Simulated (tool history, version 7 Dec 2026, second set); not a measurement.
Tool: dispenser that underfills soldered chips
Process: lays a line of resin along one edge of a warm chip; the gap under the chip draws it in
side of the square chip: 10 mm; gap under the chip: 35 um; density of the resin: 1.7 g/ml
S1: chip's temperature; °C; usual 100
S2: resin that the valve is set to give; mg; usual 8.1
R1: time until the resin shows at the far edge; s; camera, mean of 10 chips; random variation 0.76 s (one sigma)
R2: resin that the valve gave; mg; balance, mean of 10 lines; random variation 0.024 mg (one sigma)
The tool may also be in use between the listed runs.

run,hour,S1,S2,R1,R2
1,0,100,8.1,117,7.91
# hour 1.5: new syringe of resin
# hour 7.2: dispensing valve cleaned and set on the balance
2,7.3,100,8.1,84.1,8.12
3,12.1,100,8.36,107.4,8.37
# hour 15.5: new syringe of resin
4,16.7,100,8.1,71.9,8.1
5,22.6,100,8.1,96.6,8.13
# hour 28: new syringe of resin
6,28.3,106,8.1,57.8,8.08
7,35.8,106,8.1,82.1,8.11
# hour 40.6: new syringe of resin
8,40.6,112,8.1,47.1,8.07
9,47.2,97,8.1,101.7,8.04

Forecast run 10:
# hour 53.3: new syringe of resin
10,54.6,97,8.1,?,?

R1: 77.4 s
R2: 8.02 mg
Without the tool's hidden state the same run would have given R1 76.2 s, R2 8.1 mg.
